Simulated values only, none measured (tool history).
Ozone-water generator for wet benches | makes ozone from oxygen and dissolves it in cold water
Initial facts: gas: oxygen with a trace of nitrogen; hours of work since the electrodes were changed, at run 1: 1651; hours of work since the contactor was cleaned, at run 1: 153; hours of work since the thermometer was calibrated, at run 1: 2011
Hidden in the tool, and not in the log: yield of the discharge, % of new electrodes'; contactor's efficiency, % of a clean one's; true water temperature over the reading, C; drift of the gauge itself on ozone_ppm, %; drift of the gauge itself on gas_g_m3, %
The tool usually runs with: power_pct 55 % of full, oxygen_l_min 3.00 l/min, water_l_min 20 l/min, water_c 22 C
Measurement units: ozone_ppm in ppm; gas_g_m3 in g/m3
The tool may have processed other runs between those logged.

run	day	power_pct	oxygen_l_min	water_l_min	water_c	hours of work since the electrodes were changed	hours of work since the contactor was cleaned	hours of work since the thermometer was calibrated	ozone_ppm	gas_g_m3
1	0.000	55	3.00	20	22	1651	153	2011	13.1	161.9
2	2.458	55	3.00	20	22	1694	196	2054	13.1	161.6
3	4.008	55	3.00	20	22	1721	223	2081	13.2	161.7
4	5.900	55	3.00	20	22	1755	257	2114	13.1	162.6
5	9.108	55	3.00	20	22	1811	313	2171	13.1	161.8
6	11.104	55	3.00	20	22	1846	348	2206	13.0	160.4
7	12.538	55	3.00	20	22	1871	373	2231	13.0	160.3
8	14.696	55	3.00	20	22	1909	411	2269	13.0	159.4
9	16.496	55	3.00	20	22	1940	442	2300	12.9	160.7
10	19.754	55	3.00	20	22	1997	500	2357	13.0	160.6
11	21.958	55	1.50	20	22	2036	538	2396	10.9	219.1
12	25.271	55	1.50	20	22	2094	596	2454	10.7	220.4
13	28.221	55	1.59	20	22	2146	648	2506	11.0	215.1
14	30.288	59	1.59	20	22	2182	684	2542	11.4	224.8
15	33.229	71	1.52	18	29	2234	736	2594	13.3	253.8
# day 33.675: contactor cleaned
16	34.950	71	1.52	18	29	2261	22	2621	13.2	250.9
17	37.367	65	3.28	20	22	2303	65	2663	14.2	166.1
# day 38.888: contactor cleaned, once more
18	40.667	89	3.78	26	22	2358	31	2718	13.7	187.6
19	42.246	55	2.57	31	22	2386	59	2746	7.7	169.9
20	44.412	58	2.57	28	14	2424	97	2784	9.6	176.6
21	46.371	71	3.00	20	17	2458	131	2818	15.9	181.4

Here are 5 independent what-if runs from the current tool condition. What would each one return?
A	49.333	78	5.32	26	17	2510	183	2870	?	?
B	49.333	98	3.00	13	17	2510	183	2870	?	?
C	49.333	48	3.00	12	17	2510	183	2870	?	?
D	49.333	55	4.58	23	18	2510	183	2870	?	?
E	49.333	68	3.00	20	22	2510	183	2870	?	?

run	ozone_ppm	gas_g_m3
A	14.3	147.5
B	27.0	217.9
C	19.1	145.5
D	12.9	129.5
E	14.2	176.5
With the hidden condition removed and each run's random variation left untouched, the same runs would have given:
run	ozone_ppm	gas_g_m3
A	15.8	162.4
B	30.2	242.7
C	20.6	156.0
D	14.0	139.9
E	15.6	193.0
